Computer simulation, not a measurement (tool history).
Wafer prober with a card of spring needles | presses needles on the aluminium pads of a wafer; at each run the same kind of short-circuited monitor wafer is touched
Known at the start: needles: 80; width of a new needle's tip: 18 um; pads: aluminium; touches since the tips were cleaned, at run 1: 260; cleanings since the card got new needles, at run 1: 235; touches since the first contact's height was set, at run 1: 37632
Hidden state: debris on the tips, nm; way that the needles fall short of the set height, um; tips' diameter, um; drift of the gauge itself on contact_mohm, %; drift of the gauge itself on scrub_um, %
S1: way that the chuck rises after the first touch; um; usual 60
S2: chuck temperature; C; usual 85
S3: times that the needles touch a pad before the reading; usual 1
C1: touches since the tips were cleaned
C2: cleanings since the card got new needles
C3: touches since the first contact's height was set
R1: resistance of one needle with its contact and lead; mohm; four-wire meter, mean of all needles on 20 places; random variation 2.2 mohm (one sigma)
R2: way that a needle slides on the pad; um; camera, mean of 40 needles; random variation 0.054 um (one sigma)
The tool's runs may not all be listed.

run,day,S1,S2,S3,C1,C2,C3,R1,R2
1,0.000,60,85,1,260,235,37632,271,8.47
# day 0.358: tips cleaned on abrasive film
# day 0.808: tips cleaned on abrasive film
# day 1.258: tips cleaned on abrasive film
# day 1.708: tips cleaned on abrasive film
# day 2.154: tips cleaned on abrasive film
2,2.262,60,85,1,565,240,49271,308,8.44
# day 2.538: tips cleaned on abrasive film
# day 2.896: tips cleaned on abrasive film
# day 3.254: tips cleaned on abrasive film
# day 3.617: tips cleaned on abrasive film
# day 4.067: tips cleaned on abrasive film
# day 4.425: tips cleaned on abrasive film
# day 4.875: tips cleaned on abrasive film
3,4.967,60,85,1,481,247,63136,296,8.42
# day 5.238: tips cleaned on abrasive film
# day 5.688: tips cleaned on abrasive film
# day 6.133: tips cleaned on abrasive film
# day 6.583: tips cleaned on abrasive film
# day 6.979: tips cleaned on abrasive film
4,6.979,60,85,1,0,252,73469,269,8.36
# day 7.429: tips cleaned on abrasive film
# day 7.875: tips cleaned on abrasive film
# day 8.238: tips cleaned on abrasive film
# day 8.683: tips cleaned on abrasive film
# day 9.133: tips cleaned on abrasive film
# day 9.546: tips cleaned on abrasive film
5,9.546,60,85,1,0,258,86653,273,8.28
# day 9.996: tips cleaned on abrasive film
# day 10.442: tips cleaned on abrasive film
# day 10.892: tips cleaned on abrasive film
6,11.196,60,85,1,1584,261,95157,388,8.32
# day 11.292: tips cleaned on abrasive film
# day 11.650: tips cleaned on abrasive film
# day 12.100: tips cleaned on abrasive film
# day 12.550: tips cleaned on abrasive film
7,12.667,60,85,1,610,265,102688,312,8.18
# day 12.938: tips cleaned on abrasive film
# day 13.296: tips cleaned on abrasive film
# day 13.746: tips cleaned on abrasive film
# day 14.104: tips cleaned on abrasive film
# day 14.554: tips cleaned on abrasive film
# day 15.004: tips cleaned on abrasive film
# day 15.362: tips cleaned on abrasive film
8,15.400,60,85,1,184,272,116713,277,8.15
# day 15.758: tips cleaned on abrasive film
# day 16.117: tips cleaned on abrasive film
# day 16.479: tips cleaned on abrasive film
# day 16.925: tips cleaned on abrasive film
# day 17.375: tips cleaned on abrasive film
# day 17.825: tips cleaned on abrasive film
# day 18.183: tips cleaned on abrasive film
9,18.400,60,85,1,1108,279,132124,357,8.07
# day 18.579: tips cleaned on abrasive film
# day 18.942: tips cleaned on abrasive film
# day 19.300: tips cleaned on abrasive film
# day 19.571: tips cleaned on abrasive film, once more
# day 19.929: tips cleaned on abrasive film
# day 20.292: tips cleaned on abrasive film
# day 20.742: tips cleaned on abrasive film
# day 21.188: tips cleaned on abrasive film
10,21.346,60,85,1,813,287,147240,345,7.98
# day 21.617: tips cleaned on abrasive film
# day 22.067: tips cleaned on abrasive film
# day 22.512: tips cleaned on abrasive film
# day 22.962: tips cleaned on abrasive film
# day 23.333: height of the first contact set anew
# day 23.425: tips cleaned on abrasive film
11,23.671,60,85,1,1285,292,1747,364,8.61
# day 23.854: tips cleaned on abrasive film
# day 24.212: tips cleaned on abrasive film
# day 24.662: tips cleaned on abrasive film
# day 25.112: tips cleaned on abrasive film
# day 25.562: tips cleaned on abrasive film
# day 25.921: tips cleaned on abrasive film
# day 26.371: tips cleaned on abrasive film
# day 26.750: tips cleaned on abrasive film
12,26.750,77,85,1,0,300,17549,247,11.09
# day 27.112: tips cleaned on abrasive film
# day 27.562: tips cleaned on abrasive film
# day 28.008: tips cleaned on abrasive film
# day 28.371: tips cleaned on abrasive film
# day 28.817: tips cleaned on abrasive film
13,28.892,77,85,2,386,305,28546,266,11.02
# day 29.254: tips cleaned on abrasive film
# day 29.612: tips cleaned on abrasive film
# day 29.971: tips cleaned on abrasive film
# day 30.421: tips cleaned on abrasive film
# day 30.779: tips cleaned on abrasive film
# day 31.142: tips cleaned on abrasive film
# day 31.592: tips cleaned on abrasive film
14,31.779,60,85,2,974,312,43362,307,8.52
# day 31.958: tips cleaned on abrasive film
# day 32.408: tips cleaned on abrasive film
# day 32.858: tips cleaned on abrasive film
# day 33.304: tips cleaned on abrasive film
# day 33.667: tips cleaned on abrasive film
15,33.667,60,85,2,3,317,53051,264,8.46

Forecast run 16:
# day 34.025: tips cleaned on abrasive film
# day 34.388: tips cleaned on abrasive film
# day 34.833: tips cleaned on abrasive film
# day 35.196: tips cleaned on abrasive film
# day 35.554: tips cleaned on abrasive film
# day 36.004: tips cleaned on abrasive film
# day 36.362: tips cleaned on abrasive film
16,36.538,60,85,2,894,324,67789,?,?

{"run 16": {"R1": 298, "R2": 8.34}}
Without the tool's hidden state the same run would have given R1 241 mohm, R2 8.69 um.
